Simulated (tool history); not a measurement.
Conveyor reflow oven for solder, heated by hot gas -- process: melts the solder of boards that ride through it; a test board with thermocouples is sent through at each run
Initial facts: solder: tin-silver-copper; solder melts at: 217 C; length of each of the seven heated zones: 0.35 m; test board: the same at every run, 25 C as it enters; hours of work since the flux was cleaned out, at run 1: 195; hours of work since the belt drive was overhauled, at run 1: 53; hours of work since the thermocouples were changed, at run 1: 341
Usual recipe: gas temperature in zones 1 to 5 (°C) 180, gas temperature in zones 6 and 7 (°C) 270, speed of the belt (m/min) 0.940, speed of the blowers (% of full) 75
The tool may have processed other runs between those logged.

run,hour,gas temperature in zones 1 to 5 (°C),gas temperature in zones 6 and 7 (°C),speed of the belt (m/min),speed of the blowers (% of full),hours of work since the flux was cleaned out,hours of work since the belt drive was overhauled,hours of work since the thermocouples were changed,highest temperature of the board (°C),time above the solder's melting point (s)
1,0.0,180,270,0.940,75,195,53,341,255.3,35.7
2,17.5,180,270,0.940,75,202,60,348,254.9,36.1
3,29.2,180,270,0.940,75,206,65,353,255.3,35.5
4,51.6,180,270,1.119,75,215,74,362,249.2,27.2
5,72.0,180,270,1.119,75,224,82,370,248.9,27.2
6,92.3,180,270,1.119,75,232,90,378,249.3,27.1
7,103.7,180,270,1.119,75,236,95,383,249.2,27.1
8,118.3,180,270,0.940,75,242,101,388,254.9,35.8
9,140.2,180,270,0.940,75,251,109,397,255.3,35.7
10,160.3,180,270,0.940,75,259,117,405,254.7,35.4
11,171.3,175,270,0.940,75,264,122,410,254.2,34.2
12,188.5,175,270,0.940,75,270,129,417,254.4,34.3
13,205.8,175,270,0.940,75,277,136,424,254.3,34.3
14,218.7,175,283,0.940,75,283,141,429,265.9,38.2
15,233.5,175,283,0.940,75,289,147,435,265.2,38.2
# hour 256.8: flux residue cleaned out of gas plates and filters
16,259.1,176,268,0.940,75,1,155,443,251.2,33.2
17,275.1,176,268,0.940,86,7,162,449,253.6,34.3
18,290.4,176,268,0.940,86,13,168,456,253.3,34.4
# hour 302.1: flux residue cleaned out of gas plates and filters, once more
19,313.2,180,270,0.978,75,4,175,463,255.2,34.5
20,324.2,194,268,0.978,75,9,179,467,256.0,38.4
21,344.7,194,268,0.978,75,17,188,475,255.8,38.0
22,367.4,194,268,0.978,75,26,197,485,256.3,38.6
23,386.1,173,268,0.978,51,34,204,492,245.2,27.5
24,397.7,173,268,0.978,51,38,209,497,245.0,27.3
25,407.5,173,268,0.978,51,42,213,501,245.1,27.3
26,418.7,172,268,0.809,51,47,217,505,252.2,38.3
27,433.2,172,268,0.809,51,53,223,511,252.3,38.3
28,452.8,180,276,1.051,75,61,231,519,257.4,32.8
29,469.7,180,276,1.051,75,67,238,526,257.9,32.7
30,489.3,180,275,1.125,75,75,246,534,254.3,29.1

Each run again, without the hidden state but with its own random variation kept:
The tool's hidden condition here consists of: heat that the gas passes to the board, % of a clean oven's; belt's true speed, % of the reading; true gas temperature in zones 6 and 7 over the reading, C; drift of the gauge itself on peak_c, C; drift of the gauge itself on liquid_s, %.
run,highest temperature of the board (°C),time above the solder's melting point (s)
1,255.2,35.7
2,254.8,36.1
3,255.3,35.6
4,249.5,27.5
5,249.3,27.5
6,249.6,27.4
7,249.6,27.4
8,254.9,35.9
9,255.3,35.9
10,254.8,35.6
11,254.4,34.4
12,254.6,34.5
13,254.5,34.5
14,266.2,38.3
15,265.6,38.3
16,252.5,34.1
17,255.0,35.2
18,254.7,35.3
19,253.9,33.9
20,254.7,37.9
21,254.5,37.5
22,255.0,38.0
23,244.0,26.7
24,243.8,26.6
25,243.9,26.5
26,250.8,37.5
27,250.9,37.5
28,256.3,32.4
29,256.8,32.2
30,253.3,28.7
